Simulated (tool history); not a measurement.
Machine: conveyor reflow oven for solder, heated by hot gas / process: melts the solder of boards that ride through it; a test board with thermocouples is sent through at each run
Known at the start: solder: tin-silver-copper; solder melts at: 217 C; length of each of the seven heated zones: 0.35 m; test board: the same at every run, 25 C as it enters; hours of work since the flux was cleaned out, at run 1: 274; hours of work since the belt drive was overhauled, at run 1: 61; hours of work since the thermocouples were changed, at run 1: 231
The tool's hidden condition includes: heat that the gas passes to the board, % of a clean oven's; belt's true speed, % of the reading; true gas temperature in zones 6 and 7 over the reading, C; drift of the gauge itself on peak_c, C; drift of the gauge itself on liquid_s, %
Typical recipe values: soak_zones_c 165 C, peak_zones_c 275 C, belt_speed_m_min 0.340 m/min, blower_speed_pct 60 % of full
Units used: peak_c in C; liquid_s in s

run	hour	soak_zones_c	peak_zones_c	belt_speed_m_min	blower_speed_pct	hours of work since the flux was cleaned out	hours of work since the belt drive was overhauled	hours of work since the thermocouples were changed	peak_c	liquid_s
1	0.0	165	275	0.340	60	274	61	231	255.9	90.1
2	18.6	165	275	0.340	60	284	71	241	255.7	91.3
3	36.0	165	275	0.340	60	293	80	250	255.5	92.3
4	53.2	165	275	0.340	60	302	89	259	256.1	90.6
5	73.2	165	275	0.340	60	313	99	270	256.2	91.3
6	86.3	165	275	0.340	60	319	106	277	254.5	90.0
# hour 99.9: flux residue cleaned out of gas plates and filters
7	101.2	165	267	0.340	60	1	112	282	245.9	78.3
8	115.7	154	275	0.340	60	8	119	290	250.4	78.3
9	130.4	154	275	0.340	60	16	127	297	249.4	78.2
10	140.2	154	275	0.340	60	21	132	302	251.0	78.0
11	150.7	154	275	0.340	60	27	137	308	249.6	78.7
# hour 165.4: flux residue cleaned out of gas plates and filters, once more
12	169.1	154	275	0.340	60	2	145	315	257.2	87.8
13	177.9	154	275	0.340	60	7	149	320	256.5	89.0
14	191.8	154	275	0.340	60	14	156	327	256.9	87.6
15	200.1	154	275	0.340	60	18	161	331	256.1	88.2
16	215.1	158	275	0.298	60	26	169	339	261.4	110.1
17	232.4	158	275	0.298	60	35	178	348	261.7	110.4
18	245.3	176	275	0.324	60	42	184	355	261.7	107.6
19	258.7	176	275	0.324	53	49	192	362	259.3	108.7
20	276.5	176	278	0.324	52	58	201	371	262.4	109.1
21	288.4	165	275	0.330	50	65	207	378	257.6	96.4
22	308.5	151	267	0.330	50	75	218	388	247.1	77.1
23	324.1	151	267	0.330	50	83	226	396	247.3	77.6
24	343.0	151	267	0.330	50	93	236	406	246.9	77.0
25	355.1	151	281	0.323	50	100	242	413	260.6	94.8
26	369.4	151	281	0.323	50	107	250	420	261.0	94.9
27	381.2	161	275	0.340	60	113	256	426	256.7	92.1
28	390.7	161	275	0.340	60	118	261	431	255.9	91.2
29	404.2	161	275	0.340	60	125	268	438	256.3	91.4
30	423.5	161	282	0.352	60	135	278	448	261.1	91.6

What differs in the tool's unlogged condition from the final listed run ahead of each entry between runs to the first listed run following it?
Runs 6 to 7: flux residue cleaned out of gas plates and filters (hour 99.9)
  heat that the gas passes to the board, % of a clean oven's: 86.5 -> 77.3; true gas temperature in zones 6 and 7 over the reading, C: -0.44 -> -0.45
  measured minus no-state result, peak_c: -3.6 -> -6.0 C; liquid_s: -4.6 -> -10.5 s
Runs 11 to 12: flux residue cleaned out of gas plates and filters, once more (hour 165.4)
  heat that the gas passes to the board, % of a clean oven's: 76.4 -> 99.8; true gas temperature in zones 6 and 7 over the reading, C: -0.52 -> -0.54
  measured minus no-state result, peak_c: -7.3 -> -0.4 C; liquid_s: -10.7 -> -0.2 s
